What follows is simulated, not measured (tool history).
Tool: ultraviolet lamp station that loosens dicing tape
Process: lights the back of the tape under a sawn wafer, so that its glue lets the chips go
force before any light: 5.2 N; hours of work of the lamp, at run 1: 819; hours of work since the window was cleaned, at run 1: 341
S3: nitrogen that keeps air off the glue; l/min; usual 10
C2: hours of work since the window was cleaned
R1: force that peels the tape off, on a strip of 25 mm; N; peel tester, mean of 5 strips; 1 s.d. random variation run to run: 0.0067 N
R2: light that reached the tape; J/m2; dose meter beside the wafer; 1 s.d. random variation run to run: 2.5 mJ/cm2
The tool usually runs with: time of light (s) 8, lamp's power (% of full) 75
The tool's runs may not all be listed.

Run 1, day 0: usual settings; hours of work of the lamp 819; C2 341. Result: R1 0.343 N, R2 2190 J/m2.
Run 2, day 1.688: usual settings; hours of work of the lamp 835; C2 358. Result: R1 0.342 N, R2 2170 J/m2.
Run 3, day 2.7: usual settings; hours of work of the lamp 845; C2 368. Result: R1 0.345 N, R2 2180 J/m2.
Run 4, day 4.938: usual settings; hours of work of the lamp 867; C2 390. Result: R1 0.37 N, R2 2160 J/m2.
Run 5, day 6.925: usual settings but time of light (s) 4; hours of work of the lamp 887; C2 409. Result: R1 1.148 N, R2 1080 J/m2.
At day 7.608: lamp changed.
Run 6, day 8.854: usual settings but time of light (s) 4; hours of work of the lamp 12; C2 428. Result: R1 0.764 N, R2 1390 J/m2.
Run 7, day 11.196: usual settings; hours of work of the lamp 35; C2 451. Result: R1 0.235 N, R2 2800 J/m2.
Run 8, day 13.004: usual settings but S3 4 l/min; hours of work of the lamp 53; C2 469. Result: R1 0.446 N, R2 2750 J/m2.
Run 9, day 14.688: usual settings but S3 7 l/min; hours of work of the lamp 70; C2 485. Result: R1 0.295 N, R2 2760 J/m2.
Run 10, day 17.008: usual settings but S3 7 l/min; hours of work of the lamp 92; C2 508. Result: R1 0.299 N, R2 2740 J/m2.
Run 11, day 18.338: usual settings; hours of work of the lamp 106; C2 521. Result: R1 0.236 N, R2 2770 J/m2.
Run 12, day 20.488: usual settings; hours of work of the lamp 127; C2 542. Result: R1 0.251 N, R2 2700 J/m2.
At day 20.642: window cleaned of glue's vapour.
Run 13, day 22.521: usual settings; hours of work of the lamp 147; C2 18. Result: R1 0.264 N, R2 2580 J/m2.
Run 14, day 24.642: usual settings but S3 6 l/min; hours of work of the lamp 167; C2 39. Result: R1 0.364 N, R2 2620 J/m2.
Run 15, day 26.071: usual settings but S3 6 l/min; hours of work of the lamp 181; C2 53. Result: R1 0.355 N, R2 2590 J/m2.
At day 27.738: window cleaned of glue's vapour, once more.
Run 16, day 27.738: usual settings but S3 3 l/min; hours of work of the lamp 198; C2 0. Result: R1 0.574 N, R2 2730 J/m2.
Run 17, day 29.017: usual settings but S3 3 l/min; hours of work of the lamp 210; C2 13. Result: R1 0.557 N, R2 2740 J/m2.
Run 18, day 30.375: usual settings but S3 3 l/min; hours of work of the lamp 224; C2 26. Result: R1 0.564 N, R2 2750 J/m2.
Run 19, day 31.775: usual settings but S3 3 l/min; hours of work of the lamp 237; C2 40. Result: R1 0.584 N, R2 2720 J/m2.
Run 20, day 33.438: usual settings but S3 3 l/min; hours of work of the lamp 254; C2 56. Result: R1 0.571 N, R2 2710 J/m2.
Run 21, day 35.325: usual settings but S3 3 l/min; hours of work of the lamp 272; C2 75. Result: R1 0.564 N, R2 2680 J/m2.
Run 22, day 37.162: usual settings but lamp's power (% of full) 65; hours of work of the lamp 290; C2 93. Result: R1 0.31 N, R2 2280 J/m2.
Run 23, day 38.579: usual settings but lamp's power (% of full) 88, S3 20 l/min; hours of work of the lamp 304; C2 107. Result: R1 0.189 N, R2 3090 J/m2.
Run 24, day 40.296: usual settings but lamp's power (% of full) 88, S3 20 l/min; hours of work of the lamp 321; C2 124. Result: R1 0.165 N, R2 3070 J/m2.
Run 25, day 42.379: usual settings but lamp's power (% of full) 93; hours of work of the lamp 342; C2 144. Result: R1 0.197 N, R2 3240 J/m2.
Run 26, day 43.617: usual settings but time of light (s) 5, lamp's power (% of full) 62, S3 9 l/min; hours of work of the lamp 354; C2 156. Result: R1 0.851 N, R2 1340 J/m2.
Run 27, day 44.671: usual settings but lamp's power (% of full) 81, S3 18 l/min; hours of work of the lamp 364; C2 167. Result: R1 0.182 N, R2 2800 J/m2.
Run 28, day 46.696: usual settings but time of light (s) 7, lamp's power (% of full) 73, S3 16 l/min; hours of work of the lamp 384; C2 186. Result: R1 0.261 N, R2 2210 J/m2.
Run 29, day 48.092: usual settings but time of light (s) 6, lamp's power (% of full) 68, S3 17 l/min; hours of work of the lamp 398; C2 200. Result: R1 0.376 N, R2 1740 J/m2.
Run 30, day 49.338: usual settings but time of light (s) 6, lamp's power (% of full) 61, S3 3 l/min; hours of work of the lamp 410; C2 212. Result: R1 1.32 N, R2 1560 J/m2.
Run 31, day 51.192: usual settings but time of light (s) 6, lamp's power (% of full) 61, S3 3 l/min; hours of work of the lamp 428; C2 231. Result: R1 1.396 N, R2 1570 J/m2.
Run 32, day 52.325: usual settings but time of light (s) 6, lamp's power (% of full) 61, S3 3 l/min; hours of work of the lamp 439; C2 242. Result: R1 1.407 N, R2 1520 J/m2.
Run 33, day 54.283: usual settings but time of light (s) 5, lamp's power (% of full) 76, S3 13 l/min; hours of work of the lamp 459; C2 261. Result: R1 0.513 N, R2 1560 J/m2.
Run 34, day 56.65: usual settings but time of light (s) 6, lamp's power (% of full) 89, S3 12 l/min; hours of work of the lamp 482; C2 284. Result: R1 0.3 N, R2 2210 J/m2.
Run 35, day 57.617: usual settings but time of light (s) 5, S3 14 l/min; hours of work of the lamp 492; C2 294. Result: R1 0.539 N, R2 1530 J/m2.
Run 36, day 58.942: usual settings but time of light (s) 5, S3 14 l/min; hours of work of the lamp 505; C2 307. Result: R1 0.546 N, R2 1530 J/m2.
Run 37, day 60.462: usual settings but time of light (s) 13, lamp's power (% of full) 90, S3 14 l/min; hours of work of the lamp 520; C2 322. Result: R1 0.155 N, R2 4740 J/m2.
Run 38, day 61.629: usual settings but time of light (s) 4, lamp's power (% of full) 61, S3 6 l/min; hours of work of the lamp 531; C2 333. Result: R1 1.627 N, R2 1010 J/m2.
Run 39, day 62.812: usual settings but time of light (s) 12, lamp's power (% of full) 83; hours of work of the lamp 543; C2 345. Result: R1 0.182 N, R2 4000 J/m2.
Run 40, day 64.888: usual settings; hours of work of the lamp 563; C2 365. Result: R1 0.293 N, R2 2410 J/m2.
Run 41, day 66.954: usual settings but time of light (s) 14, lamp's power (% of full) 95, S3 17 l/min; hours of work of the lamp 583; C2 386. Result: R1 0.159 N, R2 5220 J/m2.
Run 42, day 68.796: usual settings but time of light (s) 5, lamp's power (% of full) 70, S3 6 l/min; hours of work of the lamp 601; C2 404. Result: R1 1.106 N, R2 1380 J/m2.

Entry by entry between the runs, the difference in hidden state between the last listed run before and the first listed run after:
Runs 5 to 6: lamp changed (day 7.608)
  lamp's light, % of a new lamp's: 75.6 -> 99.5; light that the window lets through, % of a clean one's: 96.4 -> 96.3
  measured less the result without the state, R1: +0.445 -> +0.054 N; R2: -400 -> -60 J/m2
Runs 12 to 13: window cleaned of glue's vapour (day 20.642)
  lamp's light, % of a new lamp's: 96.4 -> 95.9; light that the window lets through, % of a clean one's: 95.3 -> 92.9
  measured less the result without the state, R1: +0.025 -> +0.038 N; R2: -230 -> -320 J/m2
Runs 15 to 16: window cleaned of glue's vapour, once more (day 27.738)
  lamp's light, % of a new lamp's: 94.9 -> 94.4; light that the window lets through, % of a clean one's: 92.6 -> 99.7
  measured less the result without the state, R1: +0.073 -> +0.06 N; R2: -360 -> -180 J/m2

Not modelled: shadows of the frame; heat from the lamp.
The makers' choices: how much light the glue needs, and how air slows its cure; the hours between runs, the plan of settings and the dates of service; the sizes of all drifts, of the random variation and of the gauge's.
